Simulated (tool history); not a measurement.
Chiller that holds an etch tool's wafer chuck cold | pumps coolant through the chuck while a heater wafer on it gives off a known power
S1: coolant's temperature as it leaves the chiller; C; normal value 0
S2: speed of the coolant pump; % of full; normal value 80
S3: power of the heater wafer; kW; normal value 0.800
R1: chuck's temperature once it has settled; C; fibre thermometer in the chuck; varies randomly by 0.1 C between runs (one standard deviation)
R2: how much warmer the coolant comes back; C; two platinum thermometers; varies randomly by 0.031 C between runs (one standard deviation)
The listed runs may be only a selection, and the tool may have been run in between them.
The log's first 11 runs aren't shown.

run 12 hour=266.8 | S1=0 S2=80 S3=0.800 | R1=6.0 R2=2.91
run 13 hour=294.4 | S1=0 S2=80 S3=0.800 | R1=5.9 R2=2.89
run 14 hour=320.7 | S1=0 S2=80 S3=0.800 | R1=6.0 R2=2.86
-- hour=327.3 chiller's thermometer calibrated, once more
run 15 hour=341.3 | S1=0 S2=80 S3=0.800 | R1=6.6 R2=2.95
run 16 hour=356.5 | S1=0 S2=98 S3=0.800 | R1=5.4 R2=2.46
run 17 hour=384.8 | S1=3 S2=66 S3=0.642 | R1=9.2 R2=2.85
run 18 hour=413.1 | S1=3 S2=66 S3=0.642 | R1=9.2 R2=2.86
run 19 hour=433.0 | S1=3 S2=62 S3=0.919 | R1=12.5 R2=4.31
run 20 hour=452.9 | S1=-1 S2=80 S3=0.800 | R1=5.7 R2=3.00
run 21 hour=472.3 | S1=-1 S2=80 S3=0.800 | R1=5.6 R2=2.93
run 22 hour=492.9 | S1=-8 S2=77 S3=0.800 | R1=-1.2 R2=3.01
run 23 hour=521.1 | S1=-8 S2=77 S3=0.800 | R1=-1.2 R2=3.00
run 24 hour=539.9 | S1=1 S2=80 S3=0.561 | R1=5.5 R2=2.08
run 25 hour=570.3 | S1=1 S2=66 S3=0.561 | R1=6.5 R2=2.50
run 26 hour=590.9 | S1=7 S2=65 S3=1.022 | R1=17.1 R2=4.66
run 27 hour=608.2 | S1=1 S2=66 S3=0.890 | R1=9.5 R2=3.89

Predict the results of run 28:
run 28 hour=637.3 | S1=1 S2=66 S3=0.890 | R1=? R2=?

Run 28 gave R1 9.8 C, R2 3.97 C.
With no hidden state in the tool, this same run would have given R1 9.3 C, R2 3.84 C.
